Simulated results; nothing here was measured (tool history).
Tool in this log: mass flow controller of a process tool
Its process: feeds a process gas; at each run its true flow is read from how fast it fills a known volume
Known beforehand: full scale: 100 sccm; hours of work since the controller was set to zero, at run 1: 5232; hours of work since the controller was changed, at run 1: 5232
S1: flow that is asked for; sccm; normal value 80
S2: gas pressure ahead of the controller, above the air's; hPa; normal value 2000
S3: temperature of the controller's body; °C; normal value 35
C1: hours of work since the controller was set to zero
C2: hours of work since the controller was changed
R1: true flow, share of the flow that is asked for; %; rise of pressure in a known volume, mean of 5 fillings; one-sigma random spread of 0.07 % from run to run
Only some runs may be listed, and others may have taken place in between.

run	day	S1	S2	S3	C1	C2	R1
1	0.000	80	2000	35	5232	5232	99.24
2	5.842	50	2000	35	5296	5296	98.50
3	13.358	50	2000	35	5380	5380	98.47
4	21.475	50	2000	35	5470	5470	98.50
5	28.375	80	2000	35	5547	5547	99.02
6	35.125	61	2000	35	5622	5622	98.77
7	40.525	61	2000	35	5682	5682	98.80
8	50.654	61	2000	35	5794	5794	98.82
9	59.975	61	2000	35	5898	5898	98.74
10	71.396	61	2000	35	6024	6024	98.83
11	80.967	61	2000	35	6131	6131	98.70
12	86.296	61	2000	35	6190	6190	98.88
13	92.958	75	2440	21	6264	6264	100.21
14	101.608	11	1810	25	6360	6360	95.63
15	111.329	11	1810	25	6468	6468	95.59
16	118.642	11	1810	25	6549	6549	95.37
17	124.633	15	1920	35	6616	6616	95.70
18	134.592	80	2220	21	6726	6726	100.60
19	139.767	13	2000	34	6784	6784	95.28
20	149.500	13	2000	34	6892	6892	95.09
21	155.217	13	2000	34	6955	6955	95.15
22	166.392	13	2000	34	7079	7079	95.04
23	177.942	11	2000	39	7208	7208	93.82
24	190.142	11	2000	39	7343	7343	93.71

Each row is a separate what-if for the run after 24, all from the same tool condition, not one after another. Results?
A	199.325	45	2000	27	7445	7445	?
B	199.325	37	1580	22	7445	7445	?
C	199.325	25	2550	27	7445	7445	?
D	199.325	58	1980	33	7445	7445	?

run	R1
A	99.14
B	99.34
C	97.69
D	98.86
The same runs, with their run-to-run variation unchanged, on a tool lacking any hidden condition would have given:
run	R1
A	99.40
B	99.88
C	99.00
D	98.83
